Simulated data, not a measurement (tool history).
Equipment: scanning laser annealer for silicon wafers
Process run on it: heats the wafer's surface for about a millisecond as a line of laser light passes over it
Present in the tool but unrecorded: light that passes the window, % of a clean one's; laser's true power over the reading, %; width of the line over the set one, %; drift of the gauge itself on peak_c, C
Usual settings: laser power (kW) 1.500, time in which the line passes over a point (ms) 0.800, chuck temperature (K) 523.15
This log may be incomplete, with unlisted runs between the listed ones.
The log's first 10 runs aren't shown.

| run | hour | laser power (kW) | time in which the line passes over a point (ms) | chuck temperature (K) | hours of work since the window was cleaned | hours of work since the power meter was calibrated | hours of work since the optics were aligned | highest temperature of the surface (K) |
|---|---|---|---|---|---|---|---|---|
| 11 | 127.7 | 1.500 | 0.800 | 523.15 | 66 | 346 | 1010 | 1296.15 |
| 12 | 135.5 | 1.500 | 0.800 | 523.15 | 70 | 350 | 1013 | 1298.15 |
| 13 | 144.0 | 1.500 | 0.937 | 523.15 | 74 | 354 | 1017 | 1354.15 |
| 14 | 150.7 | 1.500 | 0.937 | 523.15 | 77 | 357 | 1021 | 1352.15 |
| 15 | 163.4 | 1.500 | 0.937 | 523.15 | 83 | 363 | 1027 | 1350.15 |
| 16 | 178.0 | 1.500 | 0.937 | 523.15 | 91 | 371 | 1034 | 1354.15 |
| 17 | 192.0 | 1.500 | 0.937 | 523.15 | 97 | 377 | 1041 | 1353.15 |
| 18 | 198.8 | 1.500 | 0.831 | 523.15 | 101 | 381 | 1044 | 1306.15 |
| 19 | 211.2 | 1.470 | 0.831 | 523.15 | 107 | 387 | 1050 | 1290.15 |
| 20 | 222.6 | 1.470 | 0.831 | 523.15 | 112 | 392 | 1056 | 1296.15 |
| 21 | 237.5 | 1.375 | 0.738 | 485.15 | 120 | 400 | 1063 | 1172.15 |
| 22 | 253.5 | 1.378 | 0.821 | 523.15 | 127 | 407 | 1071 | 1244.15 |
| 23 | 261.2 | 1.500 | 0.688 | 501.15 | 131 | 411 | 1075 | 1223.15 |
| 24 | 276.7 | 1.500 | 0.960 | 523.15 | 139 | 419 | 1082 | 1358.15 |
| 25 | 287.5 | 1.487 | 0.981 | 523.15 | 144 | 424 | 1087 | 1359.15 |

Expected results for the next run?
| 26 | 299.6 | 1.349 | 0.836 | 549.15 | 150 | 430 | 1093 | ? |

{"run 26": {"highest temperature of the surface (K)": 1261.15}}
Take away the tool's hidden state, keep the run-to-run variation as it was, and the same run would have given highest temperature of the surface (K) 1272.15.
